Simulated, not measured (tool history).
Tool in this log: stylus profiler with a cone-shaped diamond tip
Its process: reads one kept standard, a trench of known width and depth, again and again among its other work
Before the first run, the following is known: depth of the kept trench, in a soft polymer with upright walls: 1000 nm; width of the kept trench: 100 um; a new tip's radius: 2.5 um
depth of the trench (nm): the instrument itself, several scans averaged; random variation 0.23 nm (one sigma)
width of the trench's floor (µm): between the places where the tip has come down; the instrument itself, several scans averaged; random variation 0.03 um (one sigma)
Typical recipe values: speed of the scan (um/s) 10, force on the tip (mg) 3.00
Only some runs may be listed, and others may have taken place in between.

run	hour	speed of the scan (um/s)	force on the tip (mg)	depth of the trench (nm)	width of the trench's floor (µm)
1	0.0	10	3.00	1018.07	96.01
2	83.1	10	3.00	1018.51	96.00
3	160.4	10	1.62	1012.25	95.98
4	211.4	10	1.62	1012.36	95.97
5	323.9	10	1.62	1012.03	95.95
6	415.8	10	1.62	1012.03	95.99
7	490.2	10	1.62	1012.21	95.94
8	574.1	10	3.00	1018.28	95.94
9	623.8	10	3.00	1018.78	95.96
10	708.0	10	3.00	1017.88	95.97
11	772.9	3	3.00	1018.66	95.98
12	858.5	3	3.00	1018.34	96.00
13	959.1	3	3.00	1018.56	95.99
14	1059.7	3	3.00	1018.37	95.92
15	1169.5	3	1.65	1012.10	96.05
16	1225.3	3	8.85	1037.81	95.91
17	1298.0	25	3.00	1018.33	95.92
18	1391.0	25	3.00	1018.16	95.90
19	1493.6	25	3.00	1018.43	95.89
20	1567.9	10	3.00	1018.03	95.95
21	1631.2	10	3.00	1018.09	95.96
22	1692.3	10	3.00	1018.23	95.97
23	1751.0	8	3.00	1017.86	95.98
24	1852.0	11	8.92	1037.54	95.96
25	1963.5	29	7.41	1033.60	95.95
26	2074.8	9	8.15	1035.86	95.93
27	2185.9	3	2.63	1016.65	95.97
28	2238.2	2	8.12	1035.79	95.96
# hour 2260.9: new tip fitted, height scale calibrated
29	2335.6	30	1.72	1012.50	95.90
30	2407.2	30	1.10	1009.28	95.85
31	2521.5	30	1.10	1009.20	95.86
32	2627.8	3	6.38	1029.95	95.94
33	2683.4	11	1.11	1009.66	95.97
34	2793.7	3	7.61	1033.91	96.00
35	2840.2	3	7.61	1033.46	96.00
36	2931.1	3	7.61	1034.22	95.98
37	2983.6	15	8.21	1035.53	95.98
38	3064.4	16	3.61	1020.80	95.93
39	3111.9	24	4.13	1022.59	95.93
40	3172.7	37	1.72	1012.77	95.87
41	3222.6	3	3.69	1021.19	96.06
42	3287.5	21	2.48	1016.23	95.95
43	3381.4	3	1.92	1013.65	95.92
44	3482.8	4	3.72	1020.91	95.98
45	3555.2	4	3.72	1021.26	95.96
46	3661.2	16	2.91	1017.92	95.90

Per-run results on a tool with no hidden state, each run keeping its own random variation:
Hidden conditions of the tool in this case: radius of the tip, um; height scale over the true one, %; drift of the gauge itself on depth_nm, %; drift of the gauge itself on floor_um, %.
run	width of the trench's floor (µm)
1	96.02
2	96.01
3	95.98
4	95.98
5	95.95
6	96.00
7	95.95
8	95.95
9	95.97
10	95.98
11	95.99
12	96.02
13	96.00
14	95.94
15	96.06
16	95.93
17	95.93
18	95.91
19	95.91
20	95.97
21	95.98
22	95.99
23	96.00
24	95.98
25	95.97
26	95.95
27	95.99
28	95.99
29	95.90
30	95.85
31	95.86
32	95.94
33	95.97
34	96.00
35	96.01
36	95.98
37	95.98
38	95.94
39	95.94
40	95.88
41	96.07
42	95.96
43	95.93
44	95.99
45	95.97
46	95.91
depth of the trench (nm): differs from the measured result by no more than 0.04 in any run.
